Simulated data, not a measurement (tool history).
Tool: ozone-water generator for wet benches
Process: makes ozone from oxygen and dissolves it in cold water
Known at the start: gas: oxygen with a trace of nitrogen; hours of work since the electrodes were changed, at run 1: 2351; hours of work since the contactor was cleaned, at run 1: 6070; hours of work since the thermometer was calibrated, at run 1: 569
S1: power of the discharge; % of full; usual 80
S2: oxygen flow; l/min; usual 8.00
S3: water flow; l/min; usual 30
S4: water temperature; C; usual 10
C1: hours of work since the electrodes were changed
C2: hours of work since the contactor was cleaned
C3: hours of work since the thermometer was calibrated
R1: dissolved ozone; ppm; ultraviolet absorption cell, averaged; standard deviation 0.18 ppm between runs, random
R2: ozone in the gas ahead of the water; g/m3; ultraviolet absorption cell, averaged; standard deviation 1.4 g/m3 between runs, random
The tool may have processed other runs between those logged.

Run 1, day 0.000: usual settings; C1 2351; C2 6070; C3 569. Result: R1 21.6 ppm, R2 241.8 g/m3.
Run 2, day 3.446: usual settings but S4 8 C; C1 2411; C2 6130; C3 630. Result: R1 21.9 ppm, R2 239.5 g/m3.
Run 3, day 7.417: usual settings but S4 8 C; C1 2481; C2 6199; C3 699. Result: R1 22.0 ppm, R2 239.1 g/m3.
Run 4, day 14.246: usual settings but S4 9 C; C1 2600; C2 6319; C3 818. Result: R1 21.6 ppm, R2 240.7 g/m3.
Run 5, day 17.550: usual settings but S4 9 C; C1 2657; C2 6376; C3 876. Result: R1 21.4 ppm, R2 240.7 g/m3.
Run 6, day 21.008: usual settings but S2 7.06 l/min, S4 9 C; C1 2718; C2 6437; C3 936. Result: R1 20.7 ppm, R2 249.0 g/m3.
Run 7, day 27.317: usual settings but S1 65 % of full, S2 7.06 l/min, S4 9 C; C1 2828; C2 6547; C3 1046. Result: R1 17.6 ppm, R2 212.4 g/m3.
Run 8, day 31.571: usual settings but S1 65 % of full, S2 7.06 l/min, S4 9 C; C1 2902; C2 6621; C3 1120. Result: R1 17.7 ppm, R2 209.7 g/m3.
Run 9, day 35.367: usual settings but S1 65 % of full, S2 5.12 l/min, S4 13 C; C1 2968; C2 6687; C3 1187. Result: R1 15.4 ppm, R2 236.7 g/m3.
At day 35.738: water thermometer calibrated.
Run 10, day 39.379: usual settings but S1 53 % of full, S2 12.61 l/min, S3 39 l/min, S4 5 C; C1 3038; C2 6757; C3 64. Result: R1 13.4 ppm, R2 143.3 g/m3.
Run 11, day 45.242: usual settings but S2 13.48 l/min, S3 32 l/min, S4 5 C; C1 3140; C2 6859; C3 166. Result: R1 22.8 ppm, R2 191.7 g/m3.
Run 12, day 51.792: usual settings but S1 95 % of full, S2 5.05 l/min, S3 45 l/min, S4 6 C; C1 3255; C2 6973; C3 280. Result: R1 12.9 ppm, R2 316.8 g/m3.
Run 13, day 54.992: usual settings but S1 44 % of full, S4 13 C; C1 3310; C2 7029; C3 336. Result: R1 12.7 ppm, R2 148.6 g/m3.
Run 14, day 58.188: usual settings but S2 7.85 l/min; C1 3366; C2 7085; C3 392. Result: R1 20.1 ppm, R2 234.4 g/m3.

Selected run-to-run steps in R1, each split into two signed amounts: the part the tool would show with no hidden state at all (from settings, incoming material and random variation), and the remainder, which goes to the hidden state together with any gauge scatter not common to the measured and the hidden-state-free results:
Hidden conditions of the tool in this case: yield of the discharge, % of new electrodes'; contactor's efficiency, % of a clean one's; true water temperature over the reading, C; drift of the gauge itself on ozone_ppm, %; drift of the gauge itself on gas_g_m3, %.
Run 10 -> 11: S1 53 -> 80, S2 12.61 -> 13.48, S3 39 -> 32. R1 +9.4 ppm: hidden state -2.8, all else +12.2.
Run 11 -> 12: S1 80 -> 95, S2 13.48 -> 5.05, S3 32 -> 45, S4 5 -> 6. R1 -9.9 ppm: hidden state +2.1, all else -12.0.
